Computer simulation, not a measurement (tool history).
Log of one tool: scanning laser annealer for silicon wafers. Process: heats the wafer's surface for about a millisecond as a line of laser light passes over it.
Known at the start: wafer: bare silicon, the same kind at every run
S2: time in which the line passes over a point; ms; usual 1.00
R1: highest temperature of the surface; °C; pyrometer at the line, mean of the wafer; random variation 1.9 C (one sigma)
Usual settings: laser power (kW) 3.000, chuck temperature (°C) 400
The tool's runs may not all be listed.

run 1 hour=0.0 | laser_power_(kW)=3.000 S2=1.00 chuck_temperature_(°C)=400 | R1=1127
run 2 hour=35.5 | laser_power_(kW)=3.000 S2=1.00 chuck_temperature_(°C)=400 | R1=1127
run 3 hour=70.9 | laser_power_(kW)=2.992 S2=1.00 chuck_temperature_(°C)=400 | R1=1125
run 4 hour=109.1 | laser_power_(kW)=3.000 S2=1.00 chuck_temperature_(°C)=400 | R1=1122
run 5 hour=141.6 | laser_power_(kW)=2.637 S2=1.00 chuck_temperature_(°C)=400 | R1=1035
-- hour=175.5 window over the wafer cleaned
run 6 hour=176.4 | laser_power_(kW)=3.000 S2=1.00 chuck_temperature_(°C)=388 | R1=1124
run 7 hour=195.2 | laser_power_(kW)=3.000 S2=1.00 chuck_temperature_(°C)=388 | R1=1121
run 8 hour=211.4 | laser_power_(kW)=3.103 S2=0.88 chuck_temperature_(°C)=389 | R1=1094
run 9 hour=232.2 | laser_power_(kW)=3.103 S2=0.88 chuck_temperature_(°C)=389 | R1=1095
run 10 hour=255.0 | laser_power_(kW)=3.103 S2=0.88 chuck_temperature_(°C)=389 | R1=1092
run 11 hour=277.6 | laser_power_(kW)=3.155 S2=1.18 chuck_temperature_(°C)=403 | R1=1252
run 12 hour=299.5 | laser_power_(kW)=3.155 S2=1.18 chuck_temperature_(°C)=403 | R1=1248
run 13 hour=326.2 | laser_power_(kW)=3.147 S2=1.04 chuck_temperature_(°C)=400 | R1=1186
run 14 hour=349.9 | laser_power_(kW)=2.944 S2=1.04 chuck_temperature_(°C)=400 | R1=1132

Forecast each of these 5 alternatives for the next run:
run A hour=385.1 | laser_power_(kW)=2.961 S2=1.14 chuck_temperature_(°C)=407 | R1=?
run B hour=385.1 | laser_power_(kW)=3.067 S2=1.00 chuck_temperature_(°C)=385 | R1=?
run C hour=385.1 | laser_power_(kW)=3.134 S2=0.76 chuck_temperature_(°C)=423 | R1=?
run D hour=385.1 | laser_power_(kW)=3.000 S2=0.83 chuck_temperature_(°C)=400 | R1=?
run E hour=385.1 | laser_power_(kW)=3.298 S2=1.04 chuck_temperature_(°C)=400 | R1=?

run=A R1=1187
run=B R1=1133
run=C R1=1076
run=D R1=1051
run=E R1=1224
Without the tool's hidden state the same runs would have given:
run=A R1=1197
run=B R1=1144
run=C R1=1085
run=D R1=1060
run=E R1=1235
